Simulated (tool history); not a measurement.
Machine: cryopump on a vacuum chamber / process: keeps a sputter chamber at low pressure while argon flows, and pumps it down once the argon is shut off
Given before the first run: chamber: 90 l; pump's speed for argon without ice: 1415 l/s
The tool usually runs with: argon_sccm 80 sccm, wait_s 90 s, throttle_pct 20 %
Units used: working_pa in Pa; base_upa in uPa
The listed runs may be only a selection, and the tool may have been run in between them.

{"run": 1, "hour": 0.0, "argon_sccm": 80, "wait_s": 90, "throttle_pct": 20, "working_pa": 0.4807, "base_upa": 1.36}
{"run": 2, "hour": 17.9, "argon_sccm": 80, "wait_s": 90, "throttle_pct": 20, "working_pa": 0.4798, "base_upa": 1.31}
{"run": 3, "hour": 42.1, "argon_sccm": 80, "wait_s": 35, "throttle_pct": 20, "working_pa": 0.4813, "base_upa": 1.82}
{"run": 4, "hour": 58.5, "argon_sccm": 80, "wait_s": 139, "throttle_pct": 20, "working_pa": 0.4825, "base_upa": 1.28}
{"run": 5, "hour": 94.3, "argon_sccm": 80, "wait_s": 74, "throttle_pct": 20, "working_pa": 0.4818, "base_upa": 1.43}
{"run": 6, "hour": 110.8, "argon_sccm": 80, "wait_s": 74, "throttle_pct": 20, "working_pa": 0.4837, "base_upa": 1.43}
{"run": 7, "hour": 138.8, "argon_sccm": 80, "wait_s": 90, "throttle_pct": 20, "working_pa": 0.4844, "base_upa": 1.39}
{"run": 8, "hour": 159.7, "argon_sccm": 80, "wait_s": 90, "throttle_pct": 20, "working_pa": 0.4826, "base_upa": 1.43}
{"run": 9, "hour": 189.3, "argon_sccm": 80, "wait_s": 38, "throttle_pct": 20, "working_pa": 0.4856, "base_upa": 1.86}
{"run": 10, "hour": 208.6, "argon_sccm": 80, "wait_s": 38, "throttle_pct": 20, "working_pa": 0.4855, "base_upa": 1.79}
{"run": 11, "hour": 236.2, "argon_sccm": 80, "wait_s": 38, "throttle_pct": 20, "working_pa": 0.4831, "base_upa": 1.87}
{"run": 12, "hour": 272.7, "argon_sccm": 80, "wait_s": 38, "throttle_pct": 20, "working_pa": 0.4872, "base_upa": 1.9}
{"run": 13, "hour": 298.4, "argon_sccm": 80, "wait_s": 90, "throttle_pct": 36, "working_pa": 0.2758, "base_upa": 1.51}
{"run": 14, "hour": 334.2, "argon_sccm": 80, "wait_s": 90, "throttle_pct": 36, "working_pa": 0.2767, "base_upa": 1.53}
{"run": 15, "hour": 366.1, "argon_sccm": 80, "wait_s": 33, "throttle_pct": 20, "working_pa": 0.4885, "base_upa": 2.07}
{"run": 16, "hour": 386.9, "argon_sccm": 111, "wait_s": 248, "throttle_pct": 33, "working_pa": 0.418, "base_upa": 1.38}
{"run": 17, "hour": 408.3, "argon_sccm": 111, "wait_s": 248, "throttle_pct": 33, "working_pa": 0.4193, "base_upa": 1.39}
{"run": 18, "hour": 442.0, "argon_sccm": 36, "wait_s": 27, "throttle_pct": 45, "working_pa": 0.1023, "base_upa": 2.26}
{"run": 19, "hour": 469.5, "argon_sccm": 153, "wait_s": 25, "throttle_pct": 45, "working_pa": 0.4334, "base_upa": 2.29}

Run 20 has not been measured yet. What should we expect?
{"run": 20, "hour": 507.8, "argon_sccm": 80, "wait_s": 90, "throttle_pct": 33, "working_pa": "?", "base_upa": "?"}

Run 20 measured working_pa 0.3035 Pa, base_upa 1.63 uPa.
On a tool with no hidden condition, and with the same random variation, this run would have come out at working_pa 0.2885 Pa, base_upa 0.52 uPa.
